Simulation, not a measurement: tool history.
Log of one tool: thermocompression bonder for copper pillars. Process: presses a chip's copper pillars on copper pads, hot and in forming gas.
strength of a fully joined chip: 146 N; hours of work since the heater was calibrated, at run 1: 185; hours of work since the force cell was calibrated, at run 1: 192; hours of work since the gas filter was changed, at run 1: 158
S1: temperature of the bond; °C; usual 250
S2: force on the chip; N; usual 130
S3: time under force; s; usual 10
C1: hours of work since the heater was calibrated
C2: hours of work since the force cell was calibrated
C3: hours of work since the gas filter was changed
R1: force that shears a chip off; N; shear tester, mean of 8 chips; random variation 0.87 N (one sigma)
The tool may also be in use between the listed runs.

| run | hour | S1 | S2 | S3 | C1 | C2 | C3 | R1 |
|---|---|---|---|---|---|---|---|---|
| 1 | 0.0 | 250 | 130 | 10 | 185 | 192 | 158 | 74.2 |
| 2 | 6.3 | 250 | 130 | 10 | 189 | 196 | 162 | 71.9 |
| 3 | 18.7 | 250 | 82 | 10 | 197 | 203 | 169 | 55.4 |
| 4 | 32.2 | 250 | 130 | 10 | 205 | 211 | 177 | 73.7 |
| 5 | 40.8 | 250 | 130 | 10 | 210 | 216 | 182 | 73.1 |
| 6 | 49.3 | 266 | 130 | 10 | 215 | 221 | 187 | 84.5 |
| 7 | 57.2 | 266 | 130 | 10 | 220 | 226 | 192 | 84.4 |
| 8 | 68.0 | 250 | 92 | 10 | 226 | 233 | 198 | 58.0 |
| 9 | 78.0 | 250 | 92 | 10 | 232 | 238 | 204 | 59.2 |
| 10 | 84.2 | 250 | 130 | 9 | 236 | 242 | 208 | 71.9 |
| 11 | 91.5 | 250 | 130 | 9 | 240 | 247 | 212 | 70.5 |
| 12 | 100.5 | 250 | 130 | 10 | 245 | 252 | 218 | 72.4 |
| 13 | 109.3 | 250 | 130 | 10 | 251 | 257 | 223 | 72.4 |
| 14 | 118.1 | 250 | 130 | 10 | 256 | 262 | 228 | 72.9 |
| 15 | 126.5 | 250 | 130 | 10 | 261 | 267 | 233 | 71.4 |
| 16 | 139.5 | 250 | 130 | 10 | 269 | 275 | 241 | 72.0 |
| 17 | 151.3 | 250 | 130 | 10 | 276 | 282 | 248 | 73.1 |
| 18 | 161.1 | 250 | 148 | 10 | 282 | 288 | 254 | 78.9 |
| 19 | 173.2 | 250 | 130 | 10 | 289 | 295 | 261 | 72.4 |
| 20 | 182.5 | 250 | 130 | 10 | 294 | 301 | 267 | 70.7 |
| 21 | 194.5 | 250 | 130 | 7 | 301 | 308 | 274 | 63.0 |
| 22 | 204.0 | 240 | 154 | 13 | 307 | 314 | 280 | 77.2 |
| 23 | 216.7 | 240 | 154 | 13 | 315 | 321 | 287 | 77.5 |
| 24 | 229.2 | 258 | 166 | 16 | 322 | 329 | 295 | 99.2 |
| 25 | 241.0 | 258 | 166 | 16 | 329 | 336 | 302 | 97.9 |
|  | 251.3 | forming gas filter changed |
| 26 | 254.4 | 251 | 170 | 16 | 337 | 343 | 2 | 107.2 |
| 27 | 267.2 | 251 | 170 | 16 | 345 | 351 | 10 | 109.8 |
| 28 | 274.1 | 229 | 173 | 19 | 349 | 355 | 14 | 96.8 |
| 29 | 283.5 | 250 | 147 | 10 | 354 | 361 | 19 | 85.9 |
| 30 | 291.6 | 223 | 98 | 6 | 359 | 366 | 24 | 40.0 |
| 31 | 300.2 | 227 | 133 | 10 | 364 | 371 | 29 | 64.5 |
| 32 | 308.3 | 276 | 130 | 12 | 369 | 376 | 34 | 104.1 |
| 33 | 321.7 | 255 | 114 | 5 | 377 | 384 | 42 | 61.6 |
| 34 | 334.1 | 267 | 155 | 24 | 385 | 391 | 49 | 121.5 |
| 35 | 340.8 | 250 | 130 | 6 | 389 | 395 | 53 | 68.0 |
| 36 | 350.9 | 237 | 147 | 10 | 395 | 401 | 59 | 77.7 |
| 37 | 361.3 | 227 | 111 | 26 | 401 | 407 | 66 | 79.4 |
| 38 | 368.2 | 269 | 113 | 26 | 405 | 411 | 70 | 109.6 |
| 39 | 379.2 | 236 | 103 | 11 | 411 | 418 | 76 | 61.8 |
| 40 | 390.7 | 222 | 118 | 7 | 418 | 425 | 83 | 47.3 |
| 41 | 402.8 | 222 | 118 | 7 | 426 | 432 | 90 | 48.5 |

3 ways to go on from here, each from the tool as it stands after run 41. What would each give?
| A | 414.2 | 253 | 177 | 6 | 432 | 439 | 97 | ? |
| B | 414.2 | 250 | 130 | 24 | 432 | 439 | 97 | ? |
| C | 414.2 | 222 | 149 | 24 | 432 | 439 | 97 | ? |

| run | R1 |
|---|---|
| A | 82.5 |
| B | 101.1 |
| C | 86.1 |
Without the tool's hidden state the same runs would have given:
| run | R1 |
|---|---|
| A | 81.0 |
| B | 100.3 |
| C | 83.9 |
